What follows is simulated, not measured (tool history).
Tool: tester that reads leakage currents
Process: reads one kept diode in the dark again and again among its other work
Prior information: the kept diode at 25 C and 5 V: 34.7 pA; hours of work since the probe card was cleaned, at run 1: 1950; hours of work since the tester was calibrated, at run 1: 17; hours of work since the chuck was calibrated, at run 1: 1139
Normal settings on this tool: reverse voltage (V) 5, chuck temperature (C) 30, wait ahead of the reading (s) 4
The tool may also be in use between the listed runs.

run,hour,reverse voltage (V),chuck temperature (C),wait ahead of the reading (s),hours of work since the probe card was cleaned,hours of work since the tester was calibrated,hours of work since the chuck was calibrated,current that the tester gives (pA)
1,0,5,30,4,1950,17,1139,58.41
2,153.2,5,30,4,2053,120,1242,58.1
3,314,5,30,4,2161,228,1350,58.39
4,474.8,5,30,4,2269,336,1458,58.33
5,585.4,5,30,4,2344,411,1532,58.14
6,653.6,5,30,4,2389,456,1578,58.33
7,798.8,5,30,4,2487,554,1676,57.94
# hour 895: chuck's temperature calibrated
8,904.9,5,30,4,2557,624,7,51.68
9,1048.8,5,30,4,2654,720,103,52.03
10,1119.2,1.4,30,4,2701,768,151,26.36
11,1229.5,5,30,4,2775,842,225,51.79
# hour 1298.8: probe card cleaned and baked
12,1306.1,5,30,4,5,891,274,37.6
13,1394.4,5,55,0.38,64,951,333,346.07
# hour 1434.9: chuck's temperature calibrated, once more
14,1485.2,2.09,30,4,124,1010,34,39.06
15,1630.7,2.09,30,4,222,1108,132,38.84
16,1787.5,2.09,30,4,327,1213,237,38.58
17,1896.3,3.6,55,4,400,1286,310,410.5
18,1994.8,15.62,24,2.17,466,1353,376,56.48
19,2118.4,3.68,24,0.66,549,1436,459,29.79
20,2240.4,3.68,24,0.66,631,1518,541,29.72
21,2392.9,1.43,34,0.62,734,1620,643,46.31
22,2532.5,9.73,34,0.62,827,1714,737,108.73
23,2622,1.57,39,5.69,887,1774,797,72.4
24,2727.1,2.22,28,4.77,958,1845,868,31.55

Branching from run 24: 5 alternative next runs. What would each branch give?
A,2819.7,1.16,31,2.11,1020,1907,930,?
B,2819.7,1.04,20,4,1020,1907,930,?
C,2819.7,2.22,28,2.61,1020,1907,930,?
D,2819.7,2.06,28,1.29,1020,1907,930,?
E,2819.7,5,30,0.54,1020,1907,930,?

run,current that the tester gives (pA)
A,31.15
B,10.89
C,31.59
D,30.94
E,57.17
With the hidden condition removed and each run's random variation left untouched, the same runs would have given:
run,current that the tester gives (pA)
A,34.23
B,11.35
C,33.6
D,32.99
E,59.22
